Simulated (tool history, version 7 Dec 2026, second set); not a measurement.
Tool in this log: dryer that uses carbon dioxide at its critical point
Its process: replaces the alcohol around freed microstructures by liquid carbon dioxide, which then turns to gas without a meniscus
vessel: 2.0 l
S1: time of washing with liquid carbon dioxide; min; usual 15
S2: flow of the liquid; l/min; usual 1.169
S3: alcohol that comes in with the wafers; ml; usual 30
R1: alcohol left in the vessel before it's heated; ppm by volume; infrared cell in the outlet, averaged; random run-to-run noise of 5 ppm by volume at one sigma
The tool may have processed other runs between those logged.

run,day,S1,S2,S3,R1
1,0.000,15,1.169,30,128
2,1.712,15,1.169,30,146
3,3.004,15,1.169,30,155
4,4.421,15,1.169,30,164
# day 5.042: inlet filter changed
5,5.358,15,1.169,30,127
6,7.017,14,1.169,30,154
7,7.829,15,1.169,42,151
8,8.571,15,0.800,30,320
9,9.879,15,1.169,26,152
10,10.933,17,1.169,26,137
11,11.996,17,1.169,26,153
12,12.812,15,1.169,65,216
13,14.300,15,1.169,30,180
14,15.579,15,1.169,45,217
15,16.662,13,1.169,30,242
16,17.946,13,1.169,30,257
17,18.696,15,1.169,30,205
18,19.650,15,1.169,30,213
19,20.758,15,1.169,30,227
20,21.475,15,1.169,30,225
21,22.483,15,1.169,30,237
22,23.738,15,1.169,30,246
# day 24.850: purifier's bed changed
23,25.162,15,1.169,30,57
24,26.258,18,1.210,62,42
25,27.712,18,0.740,62,481
26,28.425,15,1.000,30,162
27,29.850,15,1.000,30,168
28,30.738,10,0.840,27,1053
29,31.762,10,1.120,86,1443
30,32.833,10,1.330,20,228
# day 33.425: inlet filter changed
31,33.821,10,0.800,74,2015
32,34.717,23,0.830,97,102
33,35.829,12,0.920,30,332
34,36.829,15,1.820,108,61
35,38.546,21,0.750,24,122
36,39.867,15,1.830,30,80
37,41.408,15,1.830,30,93
38,42.796,15,1.410,66,115
39,43.554,17,0.890,30,184
40,44.450,12,1.110,29,259
41,45.154,12,1.110,29,266
42,46.125,17,1.169,94,163
43,46.929,23,1.169,22,105
44,47.958,10,0.970,20,530
45,49.512,19,1.169,85,152
46,51.100,15,1.970,35,143

Consider 4 possible next runs. They are alternatives, not a sequence: every one starts from the tool as it was left by run 46. What does each give?
A,51.842,12,0.930,21,?
B,51.842,23,1.169,30,?
C,51.842,11,0.840,25,?
D,51.842,15,1.020,22,?

run,R1
A,411
B,142
C,771
D,219
Take away the tool's hidden state, keep each run's random variation, and the runs would have read:
run,R1
A,180
B,9
C,445
D,52

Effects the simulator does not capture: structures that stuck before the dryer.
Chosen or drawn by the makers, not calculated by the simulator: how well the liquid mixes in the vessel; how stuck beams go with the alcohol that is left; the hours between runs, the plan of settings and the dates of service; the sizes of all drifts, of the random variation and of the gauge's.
